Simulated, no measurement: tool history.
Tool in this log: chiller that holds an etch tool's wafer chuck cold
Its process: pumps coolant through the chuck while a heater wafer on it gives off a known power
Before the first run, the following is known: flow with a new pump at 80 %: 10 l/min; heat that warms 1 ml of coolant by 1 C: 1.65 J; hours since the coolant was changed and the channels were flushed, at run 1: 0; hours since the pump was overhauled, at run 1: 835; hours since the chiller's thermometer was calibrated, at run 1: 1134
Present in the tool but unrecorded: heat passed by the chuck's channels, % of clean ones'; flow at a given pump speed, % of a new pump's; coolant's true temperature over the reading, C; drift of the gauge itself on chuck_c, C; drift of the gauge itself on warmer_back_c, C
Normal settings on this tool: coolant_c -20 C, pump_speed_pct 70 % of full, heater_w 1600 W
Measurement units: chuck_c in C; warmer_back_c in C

run	hour	coolant_c	pump_speed_pct	heater_w	hours since the coolant was changed and the channels were flushed	hours since the pump was overhauled	hours since the chiller's thermometer was calibrated	chuck_c	warmer_back_c
1	0.0	-20	70	1600	0	835	1134	-5.7	6.84
2	179.0	-15	70	1600	179	1014	1313	-0.5	6.85
3	355.3	-15	70	1600	355	1191	1489	-0.2	6.92
4	508.4	-20	70	1600	508	1344	1642	-5.1	6.93
5	697.3	-20	70	1600	697	1533	1831	-5.0	6.94
6	800.7	-11	70	1600	801	1636	1935	4.2	6.95
7	1019.4	-11	70	1600	1019	1855	2153	4.4	6.94
8	1181.3	-20	70	1600	1181	2017	2315	-4.4	6.96
9	1329.2	-20	70	1652	1329	2164	2463	-4.0	7.22
10	1523.2	-20	70	1652	1523	2358	2657	-3.6	7.26
11	1743.4	-20	70	1652	1743	2579	2877	-3.6	7.28
12	1899.1	-20	70	1203	1899	2734	3033	-7.6	5.33
13	2045.3	-20	70	1203	2045	2881	3179	-7.4	5.34
14	2250.2	-19	71	1413	2250	3085	3384	-4.2	6.24
15	2435.1	-19	71	1413	2435	3270	3569	-4.1	6.18
# hour 2450.5: chiller's thermometer calibrated
16	2543.8	-19	71	1413	2543	3378	93	-3.8	6.22
17	2644.9	-15	73	1042	2644	3479	194	-3.2	4.40
18	2794.4	-15	73	1042	2793	3629	344	-3.3	4.47
# hour 2898.8: coolant changed, channels flushed
19	2934.1	-15	73	1042	35	3762	478	-4.3	4.47
20	3142.6	-22	73	1188	244	3971	686	-10.0	5.13
21	3352.6	-22	73	1188	454	4181	896	-9.9	5.11
22	3443.9	-23	98	1188	545	4272	987	-12.7	3.72
23	3565.4	-14	75	1600	667	4394	1109	1.8	6.71
# hour 3697.7: chiller's thermometer calibrated, once more
24	3709.9	-24	62	943	810	4537	12	-14.4	4.91
25	3913.3	-29	75	1600	1013	4741	216	-14.3	6.78
26	4116.0	-29	75	1600	1216	4943	418	-14.2	6.75

Each row is a separate what-if for the run after 26, all from the same tool condition, not one after another. Results?
# hour 4213.0: coolant pump overhauled
A	4241.3	-16	61	841	1336	28	539	?	?
# hour 4213.0: coolant pump overhauled
B	4241.3	-19	82	1976	1336	28	539	?	?
# hour 4213.0: coolant pump overhauled
C	4241.3	-11	66	1748	1336	28	539	?	?
# hour 4213.0: coolant pump overhauled
D	4241.3	-17	70	1011	1336	28	539	?	?

run	chuck_c	warmer_back_c
A	-7.4	4.16
B	-2.4	7.04
C	5.6	7.89
D	-7.6	4.25
With no hidden state in the tool, these same runs would have given:
run	chuck_c	warmer_back_c
A	-8.0	4.17
B	-3.5	7.05
C	4.5	7.90
D	-8.3	4.26
